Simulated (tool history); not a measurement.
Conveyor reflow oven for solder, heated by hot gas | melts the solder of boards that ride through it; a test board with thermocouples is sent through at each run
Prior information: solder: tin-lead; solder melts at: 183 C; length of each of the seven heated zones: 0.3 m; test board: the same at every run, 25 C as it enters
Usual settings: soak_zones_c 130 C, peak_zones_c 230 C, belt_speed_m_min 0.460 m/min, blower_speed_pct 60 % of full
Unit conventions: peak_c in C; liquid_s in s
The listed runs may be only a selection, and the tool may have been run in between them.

run   hour  soak_zones_c  peak_zones_c  belt_speed_m_min  blower_speed_pct  peak_c  liquid_s
  1    0.0           130           230             0.460                60   210.8      50.2
  2   16.4           130           230             0.460                60   210.5      50.2
  3   40.5           130           230             0.460                60   210.8      49.9
  4   54.9           130           230             0.460                60   210.5      50.2
  5   65.6           130           230             0.460                60   210.5      49.7
  6   90.9           130           230             0.460                60   210.4      49.7
     104.9  -- flux residue cleaned out of gas plates and filters
  7  115.0           145           230             0.460                60   216.9      61.7
  8  131.9           145           230             0.460                60   216.8      62.0
  9  151.7           145           230             0.460                60   216.6      61.6
 10  172.1           145           230             0.394                60   220.3      77.5
 11  193.7           119           230             0.394                60   217.1      64.0
 12  207.1           119           230             0.394                60   217.1      63.7
 13  229.3           130           230             0.460                60   213.5      53.7
 14  244.7           130           230             0.460                60   213.4      53.7
 15  258.3           130           223             0.460                60   207.3      47.8
 16  272.9           130           223             0.460                60   207.4      47.9
     285.4  -- thermocouples of zones 6 and 7 changed
 17  297.9           130           238             0.460                60   218.8      57.6
 18  310.9           130           225             0.545                60   201.4      32.6
 19  326.9           126           243             0.488                60   220.0      54.2
 20  340.2           118           223             0.535                88   205.9      36.8
 21  359.5           118           223             0.535                88   206.0      36.7
 22  384.2           129           226             0.460                64   209.0      49.4
 23  406.7           129           226             0.460                64   208.9      49.6
 24  425.4           130           244             0.460                57   222.6      60.9
 25  449.5           130           244             0.460                57   222.5      61.0
 26  469.6           130           222             0.460                60   204.3      44.2
 27  493.8           130           222             0.460                60   204.5      44.2
 28  508.3           120           222             0.539                60   196.3      23.8
 29  529.4           120           222             0.539                60   196.1      23.7
 30  554.5           117           230             0.460                81   214.4      51.9
 31  568.4           117           224             0.460                81   209.1      47.2

Here are 4 independent what-if runs from the current tool condition. What would each one return?
  A  584.2           117           232             0.460                81       ?         ?
  B  584.2           121           220             0.492                60       ?         ?
  C  584.2           142           224             0.384                85       ?         ?
  D  584.2           133           225             0.460                81       ?         ?

run  peak_c  liquid_s
  A   216.1      53.3
  B   198.2      30.2
  C   217.4      76.7
  D   211.9      54.9
With no hidden state in the tool, these same runs would have given:
run  peak_c  liquid_s
  A   217.7      53.8
  B   199.4      31.5
  C   218.1      75.9
  D   213.1      55.2
